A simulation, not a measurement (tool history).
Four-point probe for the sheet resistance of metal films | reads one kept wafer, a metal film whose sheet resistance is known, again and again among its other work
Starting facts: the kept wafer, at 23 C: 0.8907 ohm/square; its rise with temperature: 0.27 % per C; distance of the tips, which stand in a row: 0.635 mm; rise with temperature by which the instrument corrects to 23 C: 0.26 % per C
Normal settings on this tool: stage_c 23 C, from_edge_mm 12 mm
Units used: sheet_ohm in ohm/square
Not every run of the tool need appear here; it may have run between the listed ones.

{"run": 1, "hour": 0.0, "stage_c": 23, "from_edge_mm": 12, "sheet_ohm": 0.89079}
{"run": 2, "hour": 26.2, "stage_c": 23, "from_edge_mm": 12, "sheet_ohm": 0.890967}
{"run": 3, "hour": 44.2, "stage_c": 23, "from_edge_mm": 20, "sheet_ohm": 0.889955}
{"run": 4, "hour": 60.3, "stage_c": 23, "from_edge_mm": 12, "sheet_ohm": 0.891165}
{"run": 5, "hour": 74.9, "stage_c": 23, "from_edge_mm": 12, "sheet_ohm": 0.890874}
{"run": 6, "hour": 99.5, "stage_c": 23, "from_edge_mm": 12, "sheet_ohm": 0.891073}
{"run": 7, "hour": 118.2, "stage_c": 23, "from_edge_mm": 12, "sheet_ohm": 0.890902}
{"run": 8, "hour": 132.3, "stage_c": 23, "from_edge_mm": 28, "sheet_ohm": 0.889574}
{"hour": 137.2, "done": "stage's thermometer calibrated"}
{"run": 9, "hour": 157.1, "stage_c": 23, "from_edge_mm": 19, "sheet_ohm": 0.8907}
{"run": 10, "hour": 171.3, "stage_c": 23, "from_edge_mm": 12, "sheet_ohm": 0.891818}
{"run": 11, "hour": 189.9, "stage_c": 23, "from_edge_mm": 12, "sheet_ohm": 0.891952}
{"run": 12, "hour": 216.2, "stage_c": 23, "from_edge_mm": 12, "sheet_ohm": 0.891828}
{"run": 13, "hour": 234.9, "stage_c": 23, "from_edge_mm": 12, "sheet_ohm": 0.891633}
{"run": 14, "hour": 247.2, "stage_c": 23, "from_edge_mm": 12, "sheet_ohm": 0.891885}
{"run": 15, "hour": 270.0, "stage_c": 23, "from_edge_mm": 12, "sheet_ohm": 0.891667}
{"run": 16, "hour": 293.7, "stage_c": 23, "from_edge_mm": 41, "sheet_ohm": 0.891061}
{"run": 17, "hour": 313.7, "stage_c": 20, "from_edge_mm": 15, "sheet_ohm": 0.891076}
{"run": 18, "hour": 335.4, "stage_c": 26, "from_edge_mm": 11, "sheet_ohm": 0.892449}
{"run": 19, "hour": 349.7, "stage_c": 26, "from_edge_mm": 11, "sheet_ohm": 0.892268}
{"run": 20, "hour": 373.7, "stage_c": 21, "from_edge_mm": 19, "sheet_ohm": 0.891154}
{"run": 21, "hour": 386.2, "stage_c": 19, "from_edge_mm": 3, "sheet_ohm": 0.911462}
{"run": 22, "hour": 397.1, "stage_c": 19, "from_edge_mm": 3, "sheet_ohm": 0.911153}
{"run": 23, "hour": 409.6, "stage_c": 23, "from_edge_mm": 33, "sheet_ohm": 0.89101}

Alternative continuations, all from the tool just after run 23; predict every row:
{"run": "A", "hour": 432.6, "stage_c": 21, "from_edge_mm": 25, "sheet_ohm": "?"}
{"run": "B", "hour": 432.6, "stage_c": 23, "from_edge_mm": 16, "sheet_ohm": "?"}
{"run": "C", "hour": 432.6, "stage_c": 23, "from_edge_mm": 31, "sheet_ohm": "?"}
{"run": "D", "hour": 432.6, "stage_c": 22, "from_edge_mm": 12, "sheet_ohm": "?"}
{"run": "E", "hour": 432.6, "stage_c": 22, "from_edge_mm": 3, "sheet_ohm": "?"}

run=A sheet_ohm=0.891018
run=B sheet_ohm=0.891598
run=C sheet_ohm=0.890947
run=D sheet_ohm=0.891864
run=E sheet_ohm=0.911704
With the hidden condition removed and each run's random variation left untouched, the same runs would have given:
run=A sheet_ohm=0.891161
run=B sheet_ohm=0.891741
run=C sheet_ohm=0.891090
run=D sheet_ohm=0.892007
run=E sheet_ohm=0.911850
